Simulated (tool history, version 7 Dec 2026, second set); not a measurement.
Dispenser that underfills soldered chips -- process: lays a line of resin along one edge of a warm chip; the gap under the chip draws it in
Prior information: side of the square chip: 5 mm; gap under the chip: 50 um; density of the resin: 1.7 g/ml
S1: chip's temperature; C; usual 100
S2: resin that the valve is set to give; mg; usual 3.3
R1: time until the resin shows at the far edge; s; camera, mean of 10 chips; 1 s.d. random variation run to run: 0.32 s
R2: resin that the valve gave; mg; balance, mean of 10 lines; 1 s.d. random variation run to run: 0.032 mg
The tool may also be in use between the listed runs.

run 1 day=0 | S1=100 S2=3.3 | R1=14.3 R2=3.08
-- day=0.333 new syringe of resin
run 2 day=0.35 | S1=100 S2=3.3 | R1=9.6 R2=3.15
run 3 day=0.662 | S1=100 S2=3.3 | R1=14.7 R2=3.15
run 4 day=0.867 | S1=100 S2=3.13 | R1=18.4 R2=2.94
-- day=1.025 new syringe of resin
run 5 day=1.204 | S1=100 S2=3.13 | R1=11.8 R2=2.97
-- day=1.346 dispensing valve cleaned and set on the balance
run 6 day=1.492 | S1=100 S2=3.3 | R1=15.3 R2=3.27
run 7 day=1.708 | S1=100 S2=3.3 | R1=21.2 R2=3.28
-- day=1.742 new syringe of resin
run 8 day=1.975 | S1=100 S2=3.13 | R1=12.7 R2=3.11
run 9 day=2.254 | S1=100 S2=3.13 | R1=18 R2=3.07
-- day=2.433 new syringe of resin
run 10 day=2.533 | S1=100 S2=3.13 | R1=9.8 R2=3.06
run 11 day=2.842 | S1=100 S2=3.3 | R1=15.7 R2=3.19
-- day=3.112 new syringe of resin
run 12 day=3.121 | S1=100 S2=3.3 | R1=8.9 R2=3.22
run 13 day=3.367 | S1=100 S2=3.3 | R1=12.8 R2=3.21
run 14 day=3.625 | S1=100 S2=3.3 | R1=17.6 R2=3.15
-- day=3.788 new syringe of resin
run 15 day=3.8 | S1=100 S2=3.3 | R1=9.3 R2=3.21
run 16 day=4.133 | S1=100 S2=3.3 | R1=14.3 R2=3.16
-- day=4.462 new syringe of resin
run 17 day=4.467 | S1=100 S2=3.3 | R1=8.7 R2=3.15
run 18 day=4.617 | S1=100 S2=3.3 | R1=10.6 R2=3.13
run 19 day=4.862 | S1=100 S2=3.48 | R1=14.5 R2=3.28
-- day=5.133 new syringe of resin
run 20 day=5.171 | S1=91 S2=3.86 | R1=13.3 R2=3.64
run 21 day=5.371 | S1=93 S2=2.93 | R1=16.8 R2=2.76
-- day=5.542 dispensing valve cleaned and set on the balance
run 22 day=5.604 | S1=93 S2=3.3 | R1=21 R2=3.29
run 23 day=5.758 | S1=115 S2=3.97 | R1=11.1 R2=3.92
-- day=5.842 new syringe of resin
run 24 day=5.946 | S1=112 S2=3.76 | R1=6.5 R2=3.72

What does the tool deliver on the next run?
run 25 day=6.275 | S1=99 S2=3.4 | R1=? R2=?

Run 25 gave R1 16.2 s, R2 3.35 mg.
Had the tool carried no hidden state, the very same run would have given R1 9.9 s, R2 3.38 mg.
